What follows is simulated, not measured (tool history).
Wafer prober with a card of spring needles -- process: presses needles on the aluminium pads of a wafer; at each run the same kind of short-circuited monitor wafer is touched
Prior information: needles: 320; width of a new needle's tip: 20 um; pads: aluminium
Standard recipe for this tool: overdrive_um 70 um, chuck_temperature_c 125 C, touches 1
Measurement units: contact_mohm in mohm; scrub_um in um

{"run": 1, "hour": 0.0, "overdrive_um": 70, "chuck_temperature_c": 125, "touches": 1, "contact_mohm": 294, "scrub_um": 18.27}
{"run": 2, "hour": 12.2, "overdrive_um": 70, "chuck_temperature_c": 125, "touches": 1, "contact_mohm": 308, "scrub_um": 18.47}
{"run": 3, "hour": 23.7, "overdrive_um": 70, "chuck_temperature_c": 125, "touches": 1, "contact_mohm": 314, "scrub_um": 18.26}
{"hour": 36.9, "done": "tips cleaned on abrasive film"}
{"run": 4, "hour": 40.6, "overdrive_um": 70, "chuck_temperature_c": 125, "touches": 1, "contact_mohm": 354, "scrub_um": 18.22}
{"run": 5, "hour": 57.8, "overdrive_um": 70, "chuck_temperature_c": 125, "touches": 3, "contact_mohm": 292, "scrub_um": 18.23}
{"run": 6, "hour": 79.5, "overdrive_um": 74, "chuck_temperature_c": 125, "touches": 1, "contact_mohm": 332, "scrub_um": 19.26}
{"hour": 81.8, "done": "tips cleaned on abrasive film, once more"}
{"run": 7, "hour": 95.7, "overdrive_um": 70, "chuck_temperature_c": 125, "touches": 1, "contact_mohm": 294, "scrub_um": 18.17}
{"run": 8, "hour": 105.0, "overdrive_um": 70, "chuck_temperature_c": 125, "touches": 1, "contact_mohm": 307, "scrub_um": 18.22}
{"run": 9, "hour": 116.8, "overdrive_um": 70, "chuck_temperature_c": 125, "touches": 1, "contact_mohm": 316, "scrub_um": 18.45}
{"hour": 128.8, "done": "tips cleaned on abrasive film"}
{"run": 10, "hour": 130.9, "overdrive_um": 70, "chuck_temperature_c": 125, "touches": 1, "contact_mohm": 274, "scrub_um": 18.13}
{"run": 11, "hour": 141.9, "overdrive_um": 70, "chuck_temperature_c": 125, "touches": 1, "contact_mohm": 291, "scrub_um": 18.25}
{"run": 12, "hour": 151.8, "overdrive_um": 70, "chuck_temperature_c": 125, "touches": 1, "contact_mohm": 306, "scrub_um": 18.13}
{"run": 13, "hour": 163.1, "overdrive_um": 81, "chuck_temperature_c": 59, "touches": 1, "contact_mohm": 288, "scrub_um": 21.12}
{"hour": 176.1, "done": "tips cleaned on abrasive film"}
{"run": 14, "hour": 176.2, "overdrive_um": 81, "chuck_temperature_c": 59, "touches": 1, "contact_mohm": 241, "scrub_um": 21.22}

Forecast run 15:
{"run": 15, "hour": 192.7, "overdrive_um": 81, "chuck_temperature_c": 59, "touches": 1, "contact_mohm": "?", "scrub_um": "?"}

Run 15 yielded contact_mohm 274 mohm, scrub_um 20.85 um.
Had the tool carried no hidden state, the very same run would have given contact_mohm 244 mohm, scrub_um 21.12 um.

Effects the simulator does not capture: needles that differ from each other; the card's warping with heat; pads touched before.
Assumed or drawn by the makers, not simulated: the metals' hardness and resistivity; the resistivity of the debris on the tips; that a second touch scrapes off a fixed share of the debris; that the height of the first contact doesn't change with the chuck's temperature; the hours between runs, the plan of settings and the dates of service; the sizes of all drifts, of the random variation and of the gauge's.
